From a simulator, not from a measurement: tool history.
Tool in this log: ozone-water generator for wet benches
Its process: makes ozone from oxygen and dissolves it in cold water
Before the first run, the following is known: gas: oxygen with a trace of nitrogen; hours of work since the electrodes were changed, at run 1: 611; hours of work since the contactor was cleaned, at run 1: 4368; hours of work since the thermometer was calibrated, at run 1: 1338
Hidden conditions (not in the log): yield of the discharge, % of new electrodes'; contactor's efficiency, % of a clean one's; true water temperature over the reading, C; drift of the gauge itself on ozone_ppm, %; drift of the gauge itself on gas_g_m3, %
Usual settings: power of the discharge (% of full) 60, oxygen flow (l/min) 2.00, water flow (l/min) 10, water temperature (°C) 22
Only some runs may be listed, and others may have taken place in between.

run,hour,power of the discharge (% of full),oxygen flow (l/min),water flow (l/min),water temperature (°C),hours of work since the electrodes were changed,hours of work since the contactor was cleaned,hours of work since the thermometer was calibrated,dissolved ozone (ppm),ozone in the gas ahead of the water (g/m3)
1,0.0,60,2.00,10,22,611,4368,1338,19.6,201.1
2,50.4,60,2.00,10,22,648,4405,1375,19.3,200.1
3,130.2,87,2.00,10,22,708,4465,1434,25.0,260.0
4,185.8,87,2.00,10,22,749,4506,1475,25.1,258.3
5,225.2,87,2.00,10,22,778,4535,1505,25.2,262.2
6,281.9,87,2.00,10,22,820,4577,1547,25.2,260.4
7,340.5,87,2.00,10,22,864,4620,1590,25.2,258.5
8,383.6,87,2.00,10,15,895,4652,1622,27.3,260.6
9,419.3,60,1.57,10,22,922,4679,1648,19.5,230.6
10,487.2,60,1.57,10,22,972,4729,1699,19.2,230.9
11,551.7,60,2.00,14,22,1020,4777,1747,14.4,199.9
12,609.9,60,2.43,14,22,1063,4820,1790,14.5,174.7
13,643.7,52,2.43,11,17,1088,4845,1815,16.9,159.8
14,708.4,60,1.28,14,29,1136,4893,1863,12.9,260.6
15,774.0,79,2.00,14,23,1185,4942,1911,17.4,239.6
16,852.1,75,2.00,7,18,1243,5000,1969,31.6,231.1
17,889.1,75,2.00,7,18,1270,5027,1997,31.4,232.0
18,965.5,75,2.00,7,18,1327,5084,2053,31.2,228.7
19,1007.0,51,3.51,12,22,1358,5115,2084,14.2,125.3
20,1061.8,44,3.51,10,22,1398,5155,2125,14.5,112.2
21,1138.4,44,1.32,9,18,1455,5212,2182,17.5,205.1

Each row is a separate what-if for the run after 21, all from the same tool condition, not one after another. Results?
A,1203.5,42,1.03,10,22,1503,5260,2230,?,?
B,1203.5,60,3.11,13,30,1503,5260,2230,?,?
C,1203.5,49,1.53,9,22,1503,5260,2230,?,?
D,1203.5,60,2.00,9,18,1503,5260,2230,?,?

run,dissolved ozone (ppm),ozone in the gas ahead of the water (g/m3)
A,14.5,230.3
B,13.4,152.0
C,18.6,200.1
D,22.3,196.4
The same runs, with their run-to-run variation unchanged, on a tool lacking any hidden condition would have given:
run,dissolved ozone (ppm),ozone in the gas ahead of the water (g/m3)
A,14.5,233.7
B,13.4,154.3
C,18.6,203.0
D,22.3,199.3

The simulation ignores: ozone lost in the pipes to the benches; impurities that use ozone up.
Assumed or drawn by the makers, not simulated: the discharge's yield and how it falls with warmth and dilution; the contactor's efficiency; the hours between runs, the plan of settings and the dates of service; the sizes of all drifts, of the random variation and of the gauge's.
